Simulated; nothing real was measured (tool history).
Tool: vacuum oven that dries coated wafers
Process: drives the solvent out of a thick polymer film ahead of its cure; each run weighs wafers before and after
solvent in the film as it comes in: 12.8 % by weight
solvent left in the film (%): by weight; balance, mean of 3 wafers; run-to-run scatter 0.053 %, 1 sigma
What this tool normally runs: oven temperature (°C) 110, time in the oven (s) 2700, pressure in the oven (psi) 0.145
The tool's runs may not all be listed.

| run | day | oven temperature (°C) | time in the oven (s) | pressure in the oven (psi) | solvent left in the film (%) |
|---|---|---|---|---|---|
| 1 | 0 | 110 | 2700 | 0.145 | 2.56 |
| 2 | 0.812 | 100 | 2700 | 0.145 | 4.26 |
| 3 | 1.242 | 100 | 1740 | 0.145 | 5.74 |
| 4 | 1.717 | 100 | 1740 | 0.145 | 5.86 |
| 5 | 2.45 | 125 | 2700 | 0.145 | 0.95 |
| 6 | 3.262 | 125 | 2700 | 0.145 | 0.93 |
| 7 | 3.696 | 110 | 2700 | 0.229 | 2.86 |
| 8 | 4.25 | 110 | 2700 | 0.229 | 2.94 |
| 9 | 4.821 | 110 | 2700 | 0.183 | 2.72 |
| 10 | 5.308 | 105 | 2700 | 0.183 | 3.5 |
| 11 | 5.692 | 110 | 4560 | 0.145 | 1.27 |
| 12 | 6.458 | 110 | 4560 | 0.145 | 1.15 |
| 13 | 6.812 | 110 | 2700 | 0.342 | 3 |
| 14 | 7.375 | 101 | 2700 | 0.442 | 4.78 |
| 15 | 8.025 | 96 | 1500 | 0.442 | 7.42 |
| 16 | 8.662 | 110 | 2280 | 0.399 | 3.75 |
| 17 | 9.479 | 125 | 1380 | 0.148 | 2.92 |
| 18 | 10.292 | 125 | 1380 | 0.148 | 2.89 |
| 19 | 10.896 | 110 | 1980 | 0.335 | 4.25 |
| 20 | 11.25 | 113 | 3060 | 0.429 | 2.4 |
| 21 | 11.604 | 113 | 3060 | 0.429 | 2.42 |
| 22 | 12.212 | 101 | 1860 | 0.099 | 5.32 |
| 23 | 12.804 | 103 | 2100 | 0.174 | 4.74 |
| 24 | 13.329 | 119 | 2100 | 0.086 | 2.16 |
| 25 | 13.875 | 102 | 2700 | 0.191 | 4.05 |

The log once held 1 entry between its listed runs, left out of this copy. Where does each go, and what is different about the tool's unlogged condition between the listed run before it and the listed run after it?
From run 5 to run 6: oven's thermocouples calibrated (day 2.888)
  true wafer temperature over the reading, C: -0.08 -> 0
